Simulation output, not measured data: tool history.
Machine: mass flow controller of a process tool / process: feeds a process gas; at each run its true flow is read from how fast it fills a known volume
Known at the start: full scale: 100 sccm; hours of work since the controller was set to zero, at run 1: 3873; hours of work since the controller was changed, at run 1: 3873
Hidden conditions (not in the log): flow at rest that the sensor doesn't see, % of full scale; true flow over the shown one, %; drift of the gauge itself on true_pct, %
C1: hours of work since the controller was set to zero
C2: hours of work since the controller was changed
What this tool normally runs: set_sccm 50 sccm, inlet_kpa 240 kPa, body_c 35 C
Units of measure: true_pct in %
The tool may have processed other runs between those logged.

Run 1, hour 0: usual settings; C1 3873; C2 3873. Result: true_pct 99.47 %.
Run 2, hour 206.5: usual settings; C1 3961; C2 3961. Result: true_pct 99.51 %.
Run 3, hour 378.3: usual settings; C1 4034; C2 4034. Result: true_pct 99.27 %.
Run 4, hour 691.9: usual settings; C1 4167; C2 4167. Result: true_pct 99.4 %.
Run 5, hour 844.9: usual settings but inlet_kpa 212 kPa; C1 4231; C2 4231. Result: true_pct 99.51 %.
Run 6, hour 1054.8: usual settings but inlet_kpa 212 kPa; C1 4320; C2 4320. Result: true_pct 99.47 %.
Run 7, hour 1334.9: usual settings but inlet_kpa 212 kPa; C1 4439; C2 4439. Result: true_pct 99.45 %.
Run 8, hour 1649.9: usual settings but inlet_kpa 212 kPa; C1 4573; C2 4573. Result: true_pct 99.58 %.
Run 9, hour 1782.8: usual settings but inlet_kpa 212 kPa; C1 4629; C2 4629. Result: true_pct 99.54 %.
Run 10, hour 2046.6: usual settings but inlet_kpa 212 kPa; C1 4741; C2 4741. Result: true_pct 99.49 %.
Run 11, hour 2360.2: usual settings but inlet_kpa 212 kPa; C1 4874; C2 4874. Result: true_pct 99.54 %.
Run 12, hour 2658.7: usual settings but inlet_kpa 212 kPa; C1 5000; C2 5000. Result: true_pct 99.56 %.
Run 13, hour 2972.4: usual settings; C1 5133; C2 5133. Result: true_pct 99.57 %.
Run 14, hour 3156.7: usual settings; C1 5211; C2 5211. Result: true_pct 99.51 %.
Run 15, hour 3292.9: usual settings; C1 5269; C2 5269. Result: true_pct 99.39 %.
Run 16, hour 3548.5: usual settings; C1 5377; C2 5377. Result: true_pct 99.5 %.
Run 17, hour 3683.2: usual settings but set_sccm 21 sccm; C1 5434; C2 5434. Result: true_pct 97.8 %.
Run 18, hour 3812.1: usual settings but body_c 21 C; C1 5489; C2 5489. Result: true_pct 100.46 %.
Run 19, hour 4013.3: usual settings but set_sccm 68 sccm; C1 5574; C2 5574. Result: true_pct 100.07 %.
Run 20, hour 4266.4: usual settings; C1 5681; C2 5681. Result: true_pct 99.52 %.
Run 21, hour 4433.9: usual settings; C1 5752; C2 5752. Result: true_pct 99.55 %.
Run 22, hour 4659.6: usual settings; C1 5848; C2 5848. Result: true_pct 99.53 %.
Run 23, hour 4932.6: usual settings; C1 5964; C2 5964. Result: true_pct 99.63 %.
Run 24, hour 5180.2: usual settings; C1 6069; C2 6069. Result: true_pct 99.59 %.
Run 25, hour 5307.7: usual settings but set_sccm 12 sccm; C1 6123; C2 6123. Result: true_pct 95.37 %.
Run 26, hour 5588.9: usual settings but set_sccm 13 sccm, inlet_kpa 231 kPa, body_c 26 C; C1 6242; C2 6242. Result: true_pct 96.41 %.
At hour 5616.2: controller's zero set anew.
Run 27, hour 5724.3: usual settings but set_sccm 13 sccm, inlet_kpa 231 kPa, body_c 26 C; C1 46; C2 6299. Result: true_pct 93.91 %.
Run 28, hour 5893.4: usual settings but set_sccm 74 sccm, inlet_kpa 150 kPa; C1 117; C2 6371. Result: true_pct 99.93 %.
Run 29, hour 6066: usual settings but set_sccm 49 sccm, inlet_kpa 264 kPa, body_c 31 C; C1 191; C2 6444. Result: true_pct 99.32 %.
Run 30, hour 6241: usual settings but set_sccm 10 sccm, inlet_kpa 160 kPa, body_c 27 C; C1 265; C2 6518. Result: true_pct 91.81 %.
Run 31, hour 6428.3: usual settings but set_sccm 10 sccm, inlet_kpa 160 kPa, body_c 27 C; C1 344; C2 6597. Result: true_pct 91.78 %.
At hour 6634.8: controller's zero set anew, once more.
Run 32, hour 6675.5: usual settings but inlet_kpa 211 kPa, body_c 31 C; C1 17; C2 6702. Result: true_pct 101.27 %.
Run 33, hour 6809.3: usual settings but set_sccm 58 sccm, body_c 23 C; C1 74; C2 6758. Result: true_pct 101.86 %.
Run 34, hour 7107.4: usual settings but set_sccm 58 sccm, body_c 23 C; C1 200; C2 6885. Result: true_pct 101.85 %.
Run 35, hour 7312.4: usual settings but set_sccm 28 sccm, inlet_kpa 153 kPa, body_c 27 C; C1 287; C2 6972. Result: true_pct 101.22 %.
Run 36, hour 7537.7: usual settings but set_sccm 21 sccm; C1 383; C2 7067. Result: true_pct 100.65 %.
Run 37, hour 7839.1: usual settings but set_sccm 21 sccm; C1 510; C2 7195. Result: true_pct 100.72 %.
Run 38, hour 8139.4: usual settings but inlet_kpa 187 kPa, body_c 31 C; C1 638; C2 7322. Result: true_pct 101.37 %.
Run 39, hour 8352.3: usual settings but set_sccm 72 sccm, inlet_kpa 161 kPa, body_c 21 C; C1 728; C2 7412. Result: true_pct 102.23 %.
Run 40, hour 8558.1: usual settings but set_sccm 72 sccm, inlet_kpa 161 kPa, body_c 22 C; C1 815; C2 7500. Result: true_pct 102.27 %.
Run 41, hour 8773.7: usual settings but set_sccm 72 sccm, inlet_kpa 161 kPa, body_c 22 C; C1 906; C2 7591. Result: true_pct 102.21 %.
Run 42, hour 9020.5: usual settings but set_sccm 93 sccm, inlet_kpa 182 kPa, body_c 26 C; C1 1011; C2 7695. Result: true_pct 102.07 %.
Run 43, hour 9332.5: usual settings but set_sccm 51 sccm, inlet_kpa 228 kPa; C1 1143; C2 7828. Result: true_pct 101.1 %.
Run 44, hour 9511.8: usual settings but set_sccm 51 sccm, inlet_kpa 228 kPa; C1 1219; C2 7904. Result: true_pct 101.1 %.
Run 45, hour 9669.2: usual settings but set_sccm 24 sccm, inlet_kpa 182 kPa; C1 1286; C2 7970. Result: true_pct 100.73 %.
Run 46, hour 9826.7: usual settings but set_sccm 80 sccm, inlet_kpa 204 kPa; C1 1353; C2 8037. Result: true_pct 101.6 %.
Run 47, hour 10011.9: usual settings but set_sccm 34 sccm, body_c 26 C; C1 1431; C2 8116. Result: true_pct 101.53 %.
Run 48, hour 10206.6: usual settings but set_sccm 34 sccm, body_c 26 C; C1 1514; C2 8198. Result: true_pct 101.43 %.
Run 49, hour 10352.8: usual settings but set_sccm 34 sccm, body_c 26 C; C1 1576; C2 8260. Result: true_pct 101.53 %.

3 ways to go on from here, each from the tool as it stands after run 49. What would each give?
Run A, hour 10530.5: usual settings but set_sccm 47 sccm, inlet_kpa 186 kPa, body_c 24 C; C1 1651; C2 8335. Result: true_pct ?.
Run B, hour 10530.5: usual settings but set_sccm 34 sccm, body_c 39 C; C1 1651; C2 8335. Result: true_pct ?.
Run C, hour 10530.5: usual settings but body_c 30 C; C1 1651; C2 8335. Result: true_pct ?.

run  true_pct
  A    101.89
  B     100.6
  C    101.48
With the hidden condition removed and each run's random variation left untouched, the same runs would have given:
run  true_pct
  A     99.68
  B     98.54
  C     99.25
